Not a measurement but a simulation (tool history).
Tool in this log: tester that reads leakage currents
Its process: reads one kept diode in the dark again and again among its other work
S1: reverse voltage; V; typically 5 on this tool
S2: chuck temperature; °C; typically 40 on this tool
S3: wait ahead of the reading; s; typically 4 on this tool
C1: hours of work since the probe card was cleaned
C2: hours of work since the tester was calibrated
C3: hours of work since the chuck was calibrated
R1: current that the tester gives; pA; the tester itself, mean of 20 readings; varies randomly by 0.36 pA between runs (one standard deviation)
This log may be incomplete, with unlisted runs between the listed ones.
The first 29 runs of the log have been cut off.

run,hour,S1,S2,S3,C1,C2,C3,R1
30,1547.7,11.33,48,4,337,2554,236,297.11
31,1598,11.97,40,1.07,369,2585,267,169.72
32,1639.5,11.97,40,1.07,394,2611,293,169.01
33,1701.1,6.68,57,0.34,433,2649,331,469.48
34,1776.9,5,40,3.89,480,2697,378,122.33
35,1841,5,40,3.89,520,2736,418,122.8
36,1918.8,5,40,3.89,568,2785,466,123.69
37,1974,5,40,3.89,602,2819,501,124.2
38,2050.2,17.07,27,0.61,650,2866,548,77.13
39,2121,10.34,52,4.41,694,2910,592,399.45
40,2182.7,10.34,52,4.41,732,2949,630,402.9

Branching from run 40: 3 alternative next runs. What would each branch give?
# hour 2196.1: tester calibrated
A,2241.3,16.17,40,0.43,767,28,665,?
# hour 2196.1: tester calibrated
B,2241.3,7.57,37,3.83,767,28,665,?
# hour 2196.1: tester calibrated
C,2241.3,2.5,32,8.11,767,28,665,?

run,R1
A,209.34
B,121.48
C,53.82
Had the tool no hidden state, the same runs would have come out as:
run,R1
A,189.65
B,110.08
C,48.85
